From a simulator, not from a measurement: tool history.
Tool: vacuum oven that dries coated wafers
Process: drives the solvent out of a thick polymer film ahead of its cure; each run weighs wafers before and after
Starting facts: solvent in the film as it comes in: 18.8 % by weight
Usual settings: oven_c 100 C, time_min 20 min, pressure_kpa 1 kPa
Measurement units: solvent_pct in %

| run | hour | oven_c | time_min | pressure_kpa | solvent_pct |
|---|---|---|---|---|---|
| 1 | 0 | 100 | 20 | 1 | 1.58 |
| 2 | 65.3 | 100 | 20 | 1 | 1.61 |
| 3 | 131.7 | 100 | 20 | 1 | 1.64 |
| 4 | 214.9 | 100 | 20 | 1 | 1.58 |
| 5 | 281.2 | 100 | 20 | 1 | 1.63 |
| 6 | 377.2 | 100 | 20 | 1 | 1.54 |
| 7 | 429.8 | 100 | 20 | 1 | 1.55 |
| 8 | 499.3 | 100 | 20 | 1 | 1.61 |
|  | 566 | oven's thermocouples calibrated |
| 9 | 566.9 | 100 | 20 | 1 | 1.54 |
| 10 | 627.6 | 100 | 20 | 1 | 1.57 |
| 11 | 727.1 | 100 | 20 | 1 | 1.65 |
| 12 | 837.8 | 100 | 20 | 2.33 | 2.21 |
| 13 | 888.9 | 100 | 20 | 2.33 | 2.19 |
| 14 | 988.4 | 100 | 20 | 2.33 | 2.29 |
| 15 | 1054.5 | 91 | 26 | 1.47 | 2.47 |
| 16 | 1149.4 | 105 | 12 | 0.74 | 2.53 |
| 17 | 1239.5 | 111 | 20 | 1 | 0.54 |
| 18 | 1313 | 111 | 20 | 1 | 0.65 |
| 19 | 1394.5 | 111 | 18 | 1 | 0.84 |
| 20 | 1446.5 | 111 | 18 | 1.19 | 0.83 |
| 21 | 1534.6 | 100 | 13 | 1.67 | 3.56 |
| 22 | 1637.3 | 86 | 13 | 1.19 | 6.38 |
| 23 | 1687.2 | 93 | 20 | 2.65 | 3.81 |
| 24 | 1755.5 | 93 | 20 | 2.65 | 3.86 |
| 25 | 1826.8 | 100 | 13 | 1 | 3.16 |
| 26 | 1930.7 | 100 | 18 | 2.59 | 2.78 |
| 27 | 2043.6 | 100 | 18 | 2.59 | 2.73 |
| 28 | 2106.3 | 86 | 20 | 1 | 4.16 |

Alternative continuations, all from the tool just after run 28; predict every row:
|  | 2161.7 | oven's thermocouples calibrated |
| A | 2192.4 | 106 | 27 | 1 | ? |
|  | 2161.7 | oven's thermocouples calibrated |
| B | 2192.4 | 96 | 32 | 3.75 | ? |
|  | 2161.7 | oven's thermocouples calibrated |
| C | 2192.4 | 112 | 20 | 1 | ? |

| run | solvent_pct |
|---|---|
| A | 0.56 |
| B | 2.96 |
| C | 0.62 |
Without the tool's hidden state the same runs would have given:
| run | solvent_pct |
|---|---|
| A | 0.55 |
| B | 2.95 |
| C | 0.61 |

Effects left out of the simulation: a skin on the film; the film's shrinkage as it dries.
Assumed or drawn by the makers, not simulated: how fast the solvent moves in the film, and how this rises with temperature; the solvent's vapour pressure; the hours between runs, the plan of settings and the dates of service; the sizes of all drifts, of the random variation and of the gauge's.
